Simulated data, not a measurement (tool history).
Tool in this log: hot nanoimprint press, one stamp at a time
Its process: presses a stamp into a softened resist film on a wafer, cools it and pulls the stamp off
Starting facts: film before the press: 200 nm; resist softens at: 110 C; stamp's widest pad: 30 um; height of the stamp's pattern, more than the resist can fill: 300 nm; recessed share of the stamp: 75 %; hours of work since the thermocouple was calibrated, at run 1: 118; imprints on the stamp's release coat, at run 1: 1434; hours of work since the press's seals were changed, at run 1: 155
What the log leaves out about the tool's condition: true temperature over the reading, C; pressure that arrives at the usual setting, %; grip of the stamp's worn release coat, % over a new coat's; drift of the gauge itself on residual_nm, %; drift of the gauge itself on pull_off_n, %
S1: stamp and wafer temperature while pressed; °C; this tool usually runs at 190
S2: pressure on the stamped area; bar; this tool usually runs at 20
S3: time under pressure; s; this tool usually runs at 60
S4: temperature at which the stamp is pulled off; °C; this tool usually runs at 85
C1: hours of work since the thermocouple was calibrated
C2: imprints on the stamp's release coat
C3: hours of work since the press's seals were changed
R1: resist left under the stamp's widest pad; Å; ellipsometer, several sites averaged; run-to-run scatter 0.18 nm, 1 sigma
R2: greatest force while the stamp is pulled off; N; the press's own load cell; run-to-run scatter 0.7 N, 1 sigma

Run 1, hour 0: usual settings; C1 118; C2 1434; C3 155. Result: R1 804 Å, R2 110.8 N.
Run 2, hour 8: usual settings; C1 122; C2 1460; C3 160. Result: R1 801 Å, R2 111.1 N.
At hour 14.4: stamp cleaned and given a new release coat.
Run 3, hour 19.4: usual settings but S2 12.7 bar; C1 125; C2 16; C3 162. Result: R1 1036 Å, R2 94.2 N.
Run 4, hour 26.9: usual settings but S2 12.7 bar; C1 130; C2 41; C3 167. Result: R1 1027 Å, R2 94.6 N.
Run 5, hour 33.5: usual settings but S2 12.7 bar; C1 133; C2 62; C3 170. Result: R1 1032 Å, R2 96 N.
Run 6, hour 40.8: usual settings but S2 12.7 bar; C1 137; C2 86; C3 174. Result: R1 1029 Å, R2 95 N.
Run 7, hour 47.2: usual settings but S2 12.7 bar; C1 141; C2 107; C3 178. Result: R1 1032 Å, R2 96.4 N.
Run 8, hour 56: usual settings but S2 16.6 bar; C1 146; C2 135; C3 183. Result: R1 889 Å, R2 95.5 N.
Run 9, hour 64.9: usual settings but S2 16.6 bar; C1 150; C2 164; C3 188. Result: R1 890 Å, R2 96.5 N.
Run 10, hour 73.3: usual settings but S2 12.7 bar; C1 155; C2 191; C3 192. Result: R1 1030 Å, R2 97.6 N.
Run 11, hour 81.6: usual settings; C1 160; C2 218; C3 197. Result: R1 802 Å, R2 98.2 N.
At hour 85.1: plate thermocouple calibrated.
Run 12, hour 92.4: usual settings; C1 4; C2 243; C3 201. Result: R1 796 Å, R2 97.6 N.
Run 13, hour 97.9: usual settings but S2 16.6 bar; C1 7; C2 261; C3 204. Result: R1 883 Å, R2 98 N.
Run 14, hour 103.8: usual settings but S1 195 °C; C1 10; C2 280; C3 207. Result: R1 685 Å, R2 98.1 N.
Run 15, hour 108.4: usual settings but S1 195 °C; C1 13; C2 295; C3 210. Result: R1 683 Å, R2 97.7 N.
Run 16, hour 112.1: usual settings but S1 187 °C; C1 15; C2 307; C3 212. Result: R1 872 Å, R2 96.9 N.
Run 17, hour 119.9: usual settings but S1 201 °C, S2 24.2 bar, S4 71 °C; C1 19; C2 333; C3 216. Result: R1 516 Å, R2 109.3 N.
Run 18, hour 124.1: usual settings but S1 201 °C, S2 24.2 bar, S4 71 °C; C1 21; C2 346; C3 218. Result: R1 513 Å, R2 110 N.
At hour 131.7: plate thermocouple calibrated, once more.
Run 19, hour 131.7: usual settings but S1 191 °C, S2 13.1 bar, S3 73 s, S4 87 °C; C1 0; C2 361; C3 221. Result: R1 946 Å, R2 97.3 N.
Run 20, hour 138.2: usual settings but S2 31.7 bar, S4 90 °C; C1 4; C2 382; C3 225. Result: R1 628 Å, R2 95.6 N.
Run 21, hour 146: usual settings but S2 31.7 bar, S4 90 °C; C1 8; C2 407; C3 229. Result: R1 628 Å, R2 95.7 N.
Run 22, hour 151.6: usual settings but S1 187 °C, S2 12.3 bar, S3 57 s; C1 11; C2 426; C3 232. Result: R1 1176 Å, R2 99.5 N.
Run 23, hour 158: usual settings but S1 187 °C, S2 12.3 bar, S3 57 s; C1 14; C2 446; C3 235. Result: R1 1180 Å, R2 99.8 N.
Run 24, hour 162.1: usual settings but S3 54 s; C1 17; C2 460; C3 238. Result: R1 849 Å, R2 100.9 N.
Run 25, hour 166.2: usual settings but S3 31 s; C1 19; C2 473; C3 240. Result: R1 1014 Å, R2 100.5 N.
Run 26, hour 174.8: usual settings but S3 32 s, S4 91 °C; C1 24; C2 501; C3 245. Result: R1 1003 Å, R2 95.3 N.
Run 27, hour 183.7: usual settings but S1 193 °C, S3 67 s, S4 91 °C; C1 29; C2 530; C3 250. Result: R1 718 Å, R2 96.3 N.

For some of the steps in R1 from one run to the next: how much would appear even if the tool had no hidden state, given the settings, what came in and random variation, and how much remains for the hidden state plus any gauge scatter that the measured result and the result without hidden state don't share?
Run 16 -> 17: S1 187 -> 201, S2 20 -> 24.2, S4 85 -> 71. R1 -356 Å: hidden state +7, all else -363.
Run 18 -> 19: S1 201 -> 191, S2 24.2 -> 13.1, S3 60 -> 73, S4 71 -> 87, plate thermocouple calibrated, once more. R1 +433 Å: hidden state +19, all else +414.
Run 21 -> 22: S1 190 -> 187, S2 31.7 -> 12.3, S3 60 -> 57, S4 90 -> 85. R1 +548 Å: hidden state -3, all else +551.

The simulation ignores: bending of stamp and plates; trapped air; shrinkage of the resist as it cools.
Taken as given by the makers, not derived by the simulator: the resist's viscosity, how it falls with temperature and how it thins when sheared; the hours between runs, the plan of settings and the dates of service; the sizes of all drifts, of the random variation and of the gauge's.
